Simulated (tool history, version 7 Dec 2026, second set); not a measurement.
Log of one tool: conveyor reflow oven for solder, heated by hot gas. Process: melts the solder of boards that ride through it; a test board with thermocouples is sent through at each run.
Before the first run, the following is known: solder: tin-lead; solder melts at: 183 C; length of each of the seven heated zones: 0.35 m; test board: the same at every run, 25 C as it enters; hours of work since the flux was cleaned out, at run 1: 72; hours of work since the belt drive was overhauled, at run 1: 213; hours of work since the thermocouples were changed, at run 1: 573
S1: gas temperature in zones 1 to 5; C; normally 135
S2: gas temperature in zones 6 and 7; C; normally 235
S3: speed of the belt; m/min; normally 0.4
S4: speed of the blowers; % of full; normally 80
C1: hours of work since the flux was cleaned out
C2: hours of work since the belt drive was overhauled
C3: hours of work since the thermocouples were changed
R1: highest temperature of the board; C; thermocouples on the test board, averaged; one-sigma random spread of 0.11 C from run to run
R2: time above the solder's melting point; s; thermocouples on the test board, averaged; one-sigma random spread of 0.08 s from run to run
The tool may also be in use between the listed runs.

run,day,S1,S2,S3,S4,C1,C2,C3,R1,R2
1,0,135,235,0.4,80,72,213,573,225.3,86.31
2,3.042,135,235,0.4,80,120,261,620,224.9,86.27
3,7.138,135,235,0.4,80,184,325,684,224.9,86.09
4,8.917,135,235,0.4,80,212,353,712,224.8,86.16
5,11.625,135,235,0.4,80,254,395,755,224.9,85.99
6,13.45,135,235,0.4,80,282,423,783,224.7,85.94
# day 15.604: thermocouples of zones 6 and 7 changed
7,15.621,135,235,0.4,80,315,456,0,221.3,82.93
8,19.538,146,235,0.444,80,376,517,62,219.8,77.78
# day 22.983: flux residue cleaned out of gas plates and filters
9,23.521,146,232,0.444,56,8,577,121,213.5,70.53
10,27.458,123,235,0.4,70,70,638,182,219.7,76.31
11,29.3,135,235,0.4,75,99,667,211,222.5,84.52
12,32.833,135,235,0.4,75,154,722,266,222.3,84.45
13,34.675,135,227,0.422,80,183,751,295,214.5,72.73

Consider 5 possible next runs. They are alternatives, not a sequence: every one starts from the tool as it was left by run 13. What does each give?
A,38.121,138,235,0.324,52,237,805,349,?,?
B,38.121,135,235,0.436,80,237,805,349,?,?
C,38.121,135,245,0.414,63,237,805,349,?,?
D,38.121,146,227,0.336,78,237,805,349,?,?
E,38.121,139,235,0.331,79,237,805,349,?,?

run,R1,R2
A,222.7,106.65
B,220.8,75.7
C,226.9,84.67
D,220.4,107.21
E,227.9,111.49
Take away the tool's hidden state, keep each run's random variation, and the runs would have read:
run,R1,R2
A,222.9,105.69
B,221.7,75.88
C,227.6,84.31
D,220.8,106.6
E,228.3,110.75
